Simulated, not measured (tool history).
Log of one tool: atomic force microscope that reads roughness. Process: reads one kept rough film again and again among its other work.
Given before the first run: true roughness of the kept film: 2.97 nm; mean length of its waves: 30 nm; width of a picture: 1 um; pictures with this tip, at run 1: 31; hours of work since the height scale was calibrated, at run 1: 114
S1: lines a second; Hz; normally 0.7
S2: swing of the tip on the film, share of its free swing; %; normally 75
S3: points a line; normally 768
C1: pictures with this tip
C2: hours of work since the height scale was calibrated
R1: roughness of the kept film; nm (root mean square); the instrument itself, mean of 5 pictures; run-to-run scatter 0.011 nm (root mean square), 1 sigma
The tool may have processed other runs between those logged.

run	hour	S1	S2	S3	C1	C2	R1
1	0	0.7	75	768	31	114	2.495
2	6.8	0.7	75	768	44	119	2.474
3	12.8	0.7	75	768	55	123	2.437
4	21.4	0.7	58	768	71	128	2.502
5	26.5	0.7	58	768	81	131	2.492
6	33.7	0.7	75	768	94	136	2.382
7	39.6	0.7	75	768	105	140	2.353
8	46.7	0.7	75	768	118	144	2.343
9	54	0.7	75	768	132	149	2.315
10	62.3	2.359	75	768	148	154	2.019
11	68.9	2.359	75	768	160	158	2.027
12	75.7	2.359	75	768	173	162	1.996
13	81	2.359	75	768	183	166	1.988
14	89.2	2.359	78	768	198	171	1.914
15	99	2.359	78	768	216	177	1.866
# hour 100.6: height scale calibrated on a step standard
16	106.5	2.359	78	768	228	4	1.864
17	115.5	0.7	75	768	245	9	2.114
# hour 117.4: new tip fitted
18	120.8	0.7	75	768	6	12	2.526
19	126.9	0.7	75	768	18	16	2.505
20	134.5	1.419	76	646	32	21	2.351
21	140.7	2.569	60	1007	43	25	2.398
# hour 142.7: height scale calibrated on a step standard, once more
22	149.9	2.229	60	319	59	5	2.363
23	156.5	2.219	75	355	71	9	2.136
24	164.9	0.7	63	768	87	14	2.439
25	170.8	0.7	63	768	98	18	2.43
26	181.1	0.801	89	305	117	24	2.16
27	189.5	1.331	62	558	133	30	2.303
28	199.8	1.331	62	558	152	36	2.287
29	209.6	1.18	74	768	170	42	2.175
30	219.9	1.18	74	768	189	49	2.133
31	229.7	1.18	74	768	208	55	2.109
32	236	1.054	68	804	220	59	2.163
33	245.4	1.054	68	804	237	65	2.129
# hour 251: new tip fitted
34	251	1.054	68	327	0	68	2.523
35	260.1	1.054	68	327	17	74	2.503
36	266.4	1.01	67	327	28	78	2.495
37	271.3	0.666	77	473	38	81	2.465

Consider 4 possible next runs. They are alternatives, not a sequence: every one starts from the tool as it was left by run 37. What does each give?
A	276.4	0.666	77	796	47	84	?
B	276.4	3.066	75	768	47	84	?
C	276.4	2.331	75	407	47	84	?
D	276.4	2.283	75	768	47	84	?

run	R1
A	2.452
B	2.08
C	2.195
D	2.199
Without the tool's hidden state the same runs would have given:
run	R1
A	2.561
B	2.173
C	2.292
D	2.297

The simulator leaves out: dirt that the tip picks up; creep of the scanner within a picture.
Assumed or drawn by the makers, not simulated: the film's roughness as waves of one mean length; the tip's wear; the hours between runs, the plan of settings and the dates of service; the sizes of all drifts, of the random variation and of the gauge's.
